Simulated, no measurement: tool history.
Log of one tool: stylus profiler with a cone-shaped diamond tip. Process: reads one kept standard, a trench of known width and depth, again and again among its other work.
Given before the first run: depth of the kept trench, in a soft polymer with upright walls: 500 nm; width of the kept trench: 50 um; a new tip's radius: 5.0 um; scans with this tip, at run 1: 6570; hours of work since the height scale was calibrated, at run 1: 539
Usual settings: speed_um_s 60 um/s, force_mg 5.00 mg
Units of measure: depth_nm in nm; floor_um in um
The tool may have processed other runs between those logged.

run	hour	speed_um_s	force_mg	scans with this tip	hours of work since the height scale was calibrated	depth_nm	floor_um
1	0.0	60	5.00	6570	539	509.28	45.02
2	29.9	60	5.00	6733	552	509.36	45.01
3	80.3	64	5.00	7009	575	509.52	44.95
4	112.6	64	10.25	7185	589	515.52	45.03
5	143.0	64	10.25	7351	603	515.58	44.96
6	189.4	64	10.25	7605	623	515.60	44.92
7	222.1	60	13.07	7784	638	518.82	44.96
8	251.0	60	13.07	7942	651	518.05	44.95
9	304.8	15	13.07	8236	675	518.47	44.97
10	344.6	15	13.07	8453	693	518.40	44.97
11	370.1	15	13.07	8592	704	518.23	44.97
12	425.5	15	13.07	8895	729	518.23	44.95
# hour 430.1: height scale calibrated on a step standard
13	467.2	15	13.07	9120	17	518.22	44.97
14	512.6	60	5.00	9368	37	508.76	44.82
15	565.7	162	5.00	9658	61	508.63	44.64
16	598.6	105	5.00	9838	75	508.52	44.75
17	644.0	181	5.00	10086	96	508.85	44.58
18	695.3	181	5.00	10366	119	508.68	44.61
# hour 700.0: height scale calibrated on a step standard, once more
19	732.1	181	1.75	10565	14	504.79	44.37
20	788.1	181	1.75	10870	39	504.93	44.36
21	816.4	68	12.56	11025	52	518.94	44.77
22	873.8	68	12.56	11339	78	518.48	44.72
23	912.1	74	2.33	11548	95	505.54	44.60
24	964.3	66	2.14	11833	118	505.53	44.59
25	1001.7	66	2.14	12038	135	505.28	44.57
26	1046.8	70	5.56	12284	155	510.33	44.63
27	1083.8	113	4.29	12486	172	508.85	44.52
28	1118.4	60	8.43	12675	187	514.10	44.62
29	1146.5	94	5.00	12829	200	509.47	44.51
30	1189.9	94	5.00	13066	219	509.74	44.51
31	1232.0	94	5.00	13296	238	509.57	44.50
32	1278.5	219	5.00	13550	259	509.53	44.33

Predict the results of run 33:
33	1320.1	83	1.91	13777	278	?	?

depth_nm: 504.91 nm
floor_um: 44.42 um
If the tool had no hidden condition, the same run with the same run-to-run variation would have returned depth_nm 505.46 nm, floor_um 45.43 um.

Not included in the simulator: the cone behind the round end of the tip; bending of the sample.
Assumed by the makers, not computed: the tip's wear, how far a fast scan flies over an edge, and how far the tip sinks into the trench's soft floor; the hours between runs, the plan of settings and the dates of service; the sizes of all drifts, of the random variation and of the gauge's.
